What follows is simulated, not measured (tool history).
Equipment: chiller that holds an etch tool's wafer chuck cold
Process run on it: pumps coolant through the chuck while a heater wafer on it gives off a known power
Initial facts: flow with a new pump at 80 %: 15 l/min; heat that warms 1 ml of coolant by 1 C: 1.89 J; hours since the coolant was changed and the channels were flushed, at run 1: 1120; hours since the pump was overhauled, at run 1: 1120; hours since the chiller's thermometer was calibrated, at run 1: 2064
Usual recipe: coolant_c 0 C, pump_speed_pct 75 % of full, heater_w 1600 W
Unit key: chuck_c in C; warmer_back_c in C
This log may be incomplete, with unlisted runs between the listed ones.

run,hour,coolant_c,pump_speed_pct,heater_w,hours since the coolant was changed and the channels were flushed,hours since the pump was overhauled,hours since the chiller's thermometer was calibrated,chuck_c,warmer_back_c
1,0.0,0,75,1600,1120,1120,2064,12.9,3.59
2,143.5,9,75,1600,1263,1263,2207,22.1,3.63
3,248.4,0,75,1600,1368,1368,2312,13.1,3.70
4,373.6,0,94,1600,1493,1493,2437,10.3,2.91
# hour 447.6: chiller's thermometer calibrated
5,507.2,0,75,1143,1626,1626,60,9.3,2.66
6,614.7,0,75,1143,1734,1734,167,9.0,2.66
7,785.9,0,75,1143,1905,1905,338,9.2,2.67
8,933.7,0,75,1143,2053,2053,486,9.4,2.69
9,1089.6,0,75,1143,2208,2208,642,9.4,2.71
10,1317.9,0,75,1562,2437,2437,870,12.6,3.69
11,1549.7,0,75,1562,2669,2669,1102,12.7,3.70
12,1738.1,0,75,1562,2857,2857,1290,12.6,3.76
13,1891.0,0,75,1562,3010,3010,1443,12.7,3.71
14,2078.3,0,82,1210,3197,3197,1631,8.9,2.68
15,2264.7,-8,82,1040,3384,3384,1817,-0.3,2.35
16,2443.6,-8,85,865,3563,3563,1996,-1.9,1.95
17,2552.0,-8,85,865,3671,3671,2104,-1.7,2.01
18,2725.8,-8,76,2220,3845,3845,2278,9.9,5.25
19,2909.2,-8,76,2220,4028,4028,2462,9.9,5.23
# hour 2948.2: chiller's thermometer calibrated
# hour 3004.8: coolant changed, channels flushed
20,3149.9,2,87,1227,145,4262,196,10.5,2.70
# hour 3366.9: gauge calibrated
21,3369.9,3,78,1233,365,4482,416,12.6,2.66
22,3589.7,-5,78,1233,585,4702,635,4.7,2.74
23,3787.9,-5,78,915,783,4900,834,2.0,2.10
24,3976.1,5,81,2165,971,5088,1022,21.2,4.61
25,4128.2,5,81,2165,1123,5240,1174,21.3,4.63

Here are 4 independent what-if runs from the current tool condition. What would each one return?
A,4337.0,-1,82,1600,1332,5449,1383,?,?
B,4337.0,9,95,2197,1332,5449,1383,?,?
C,4337.0,1,85,1501,1332,5449,1383,?,?
D,4337.0,0,75,1281,1332,5449,1383,?,?

run,chuck_c,warmer_back_c
A,11.0,3.42
B,23.1,4.06
C,11.7,3.07
D,10.2,2.96
With no hidden state in the tool, these same runs would have given:
run,chuck_c,warmer_back_c
A,11.0,3.31
B,23.1,3.96
C,11.7,2.97
D,10.2,2.86
